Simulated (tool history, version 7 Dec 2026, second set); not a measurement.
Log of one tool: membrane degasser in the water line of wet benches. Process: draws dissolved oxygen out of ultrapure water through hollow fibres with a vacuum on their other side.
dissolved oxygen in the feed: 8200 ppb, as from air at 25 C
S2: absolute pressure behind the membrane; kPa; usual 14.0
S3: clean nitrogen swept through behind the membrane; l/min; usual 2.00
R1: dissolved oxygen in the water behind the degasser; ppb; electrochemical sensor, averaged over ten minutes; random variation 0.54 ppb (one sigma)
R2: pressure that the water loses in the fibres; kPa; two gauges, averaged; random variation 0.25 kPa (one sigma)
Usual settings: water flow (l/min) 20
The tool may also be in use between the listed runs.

{"run": 1, "hour": 0.0, "water flow (l/min)": 20, "S2": 14.0, "S3": 2.0, "R1": 260.9, "R2": 68.15}
{"run": 2, "hour": 64.9, "water flow (l/min)": 20, "S2": 14.0, "S3": 2.0, "R1": 260.9, "R2": 68.12}
{"run": 3, "hour": 145.3, "water flow (l/min)": 20, "S2": 11.1, "S3": 2.0, "R1": 194.0, "R2": 68.32}
{"run": 4, "hour": 230.4, "water flow (l/min)": 22, "S2": 14.0, "S3": 2.0, "R1": 285.0, "R2": 75.61}
{"hour": 259.0, "done": "seals of the vacuum lines changed"}
{"run": 5, "hour": 313.8, "water flow (l/min)": 22, "S2": 14.0, "S3": 2.0, "R1": 282.3, "R2": 75.54}
{"run": 6, "hour": 395.0, "water flow (l/min)": 20, "S2": 14.0, "S3": 2.0, "R1": 259.1, "R2": 68.38}
{"run": 7, "hour": 471.5, "water flow (l/min)": 20, "S2": 14.0, "S3": 3.38, "R1": 161.3, "R2": 68.55}
{"run": 8, "hour": 538.7, "water flow (l/min)": 20, "S2": 14.0, "S3": 3.38, "R1": 161.7, "R2": 68.4}
{"run": 9, "hour": 607.9, "water flow (l/min)": 20, "S2": 14.0, "S3": 3.38, "R1": 161.1, "R2": 68.67}
{"run": 10, "hour": 649.4, "water flow (l/min)": 22, "S2": 11.5, "S3": 2.77, "R1": 167.0, "R2": 74.82}
{"hour": 655.8, "done": "vacuum gauge calibrated"}
{"run": 11, "hour": 720.9, "water flow (l/min)": 22, "S2": 11.5, "S3": 2.77, "R1": 167.6, "R2": 75.24}
{"run": 12, "hour": 788.4, "water flow (l/min)": 30, "S2": 13.2, "S3": 1.41, "R1": 471.8, "R2": 102.91}

The next listed run, before its measurement:
{"run": 13, "hour": 837.9, "water flow (l/min)": 13, "S2": 31.2, "S3": 1.41, "R1": "?", "R2": "?"}

Run 13 gave R1 579.7 ppb, R2 44.63 kPa.
Without the tool's hidden state the same run would have given R1 575.2 ppb, R2 43.43 kPa.

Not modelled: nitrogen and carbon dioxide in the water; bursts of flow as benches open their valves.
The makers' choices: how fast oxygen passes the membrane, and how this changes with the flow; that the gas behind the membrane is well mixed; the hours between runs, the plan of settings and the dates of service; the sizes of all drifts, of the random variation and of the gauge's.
